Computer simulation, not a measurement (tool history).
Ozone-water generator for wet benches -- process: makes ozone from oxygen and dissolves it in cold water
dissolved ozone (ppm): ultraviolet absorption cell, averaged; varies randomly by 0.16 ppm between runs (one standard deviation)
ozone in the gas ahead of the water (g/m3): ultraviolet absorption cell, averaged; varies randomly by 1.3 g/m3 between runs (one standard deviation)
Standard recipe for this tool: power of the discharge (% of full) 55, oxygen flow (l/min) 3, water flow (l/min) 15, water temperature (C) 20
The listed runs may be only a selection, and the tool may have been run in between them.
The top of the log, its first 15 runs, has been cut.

run,hour,power of the discharge (% of full),oxygen flow (l/min),water flow (l/min),water temperature (C),hours of work since the electrodes were changed,hours of work since the contactor was cleaned,hours of work since the thermometer was calibrated,dissolved ozone (ppm),ozone in the gas ahead of the water (g/m3)
16,443.8,55,3,10,20,1564,5272,4896,26.4,226.9
17,464.7,55,3,10,26,1579,5287,4911,24,227.7
18,494.4,55,1.57,15,14,1600,5308,4932,16.7,285.5
19,534.9,61,1.57,11,23,1629,5336,4960,21.8,303.7
20,556.3,54,3,22,20,1644,5352,4976,13.5,224.9
21,582.5,43,3.53,15,20,1662,5370,4994,17.1,181.7
22,606.1,55,4.39,18,20,1679,5387,5011,18.4,198.8
23,635.4,55,3.71,12,20,1700,5408,5032,24,208.5
24,655.9,92,1.51,11,21,1714,5422,5046,29,409.5
25,678.8,55,1.55,18,20,1731,5438,5062,13,285.5
26,714.4,55,1.55,13,17,1756,5464,5088,18.3,285.9
27,753.4,53,1.85,18,18,1783,5491,5115,14,260.1
28,785.8,55,3,10,13,1806,5514,5138,29.5,226.2
29,806.3,55,3,10,13,1821,5529,5153,29.3,230
30,832.3,55,3,10,13,1839,5547,5171,29.6,228

The next listed run, before its measurement:
31,860.6,98,1.91,20,24,1859,5567,5191,?,?

{"run 31": {"dissolved ozone (ppm)": 18.5, "ozone in the gas ahead of the water (g/m3)": 392.2}}
With the hidden condition absent and the run-to-run variation left alone, this run would have shown dissolved ozone (ppm) 19.6, ozone in the gas ahead of the water (g/m3) 404.7.
